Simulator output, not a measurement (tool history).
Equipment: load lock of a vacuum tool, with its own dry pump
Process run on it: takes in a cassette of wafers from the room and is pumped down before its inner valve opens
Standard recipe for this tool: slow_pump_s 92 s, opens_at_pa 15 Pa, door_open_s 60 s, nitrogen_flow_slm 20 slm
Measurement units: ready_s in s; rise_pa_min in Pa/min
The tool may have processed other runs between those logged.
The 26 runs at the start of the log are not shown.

| run | day | slow_pump_s | opens_at_pa | door_open_s | nitrogen_flow_slm | incoming humidity of the room's air, % | ready_s | rise_pa_min |
|---|---|---|---|---|---|---|---|---|
| 27 | 187.438 | 92 | 15 | 60 | 26 | 44.5 | 168.8 | 0.023 |
| 28 | 195.788 | 92 | 15 | 60 | 26 | 44.6 | 167.4 | 0.025 |
| 29 | 201.546 | 131 | 11 | 30 | 20 | 47.1 | 204.6 | 0.020 |
| 30 | 209.404 | 136 | 11 | 30 | 26 | 46.5 | 207.6 | 0.017 |
| 31 | 217.004 | 75 | 11 | 49 | 26 | 45.3 | 156.3 | 0.025 |
| 32 | 225.729 | 75 | 11 | 49 | 26 | 43.7 | 155.4 | 0.022 |
| 33 | 230.871 | 127 | 15 | 60 | 4 | 47.5 | 196.7 | 0.044 |
| 34 | 238.100 | 47 | 16 | 57 | 8 | 44.3 | 129.3 | 0.038 |
| 35 | 246.729 | 67 | 15 | 54 | 20 | 43.0 | 147.1 | 0.023 |
| 36 | 257.538 | 67 | 15 | 54 | 20 | 47.4 | 147.8 | 0.029 |
| 37 | 268.008 | 125 | 11 | 84 | 20 | 45.0 | 199.3 | 0.038 |

Predict each of these 4 candidate next runs independently; none follows another, all start after run 37:
| A | 275.758 | 56 | 11 | 29 | 20 | 41.7 | ? | ? |
| B | 275.758 | 178 | 18 | 84 | 20 | 40.9 | ? | ? |
| C | 275.758 | 125 | 11 | 31 | 8 | 44.3 | ? | ? |
| D | 275.758 | 114 | 11 | 71 | 5 | 46.4 | ? | ? |

| run | ready_s | rise_pa_min |
|---|---|---|
| A | 140.8 | 0.019 |
| B | 237.8 | 0.032 |
| C | 196.5 | 0.027 |
| D | 190.5 | 0.046 |
What these runs would have given with no unlogged condition in the tool:
| run | ready_s | rise_pa_min |
|---|---|---|
| A | 140.8 | 0.019 |
| B | 237.8 | 0.032 |
| C | 196.5 | 0.027 |
| D | 190.5 | 0.046 |
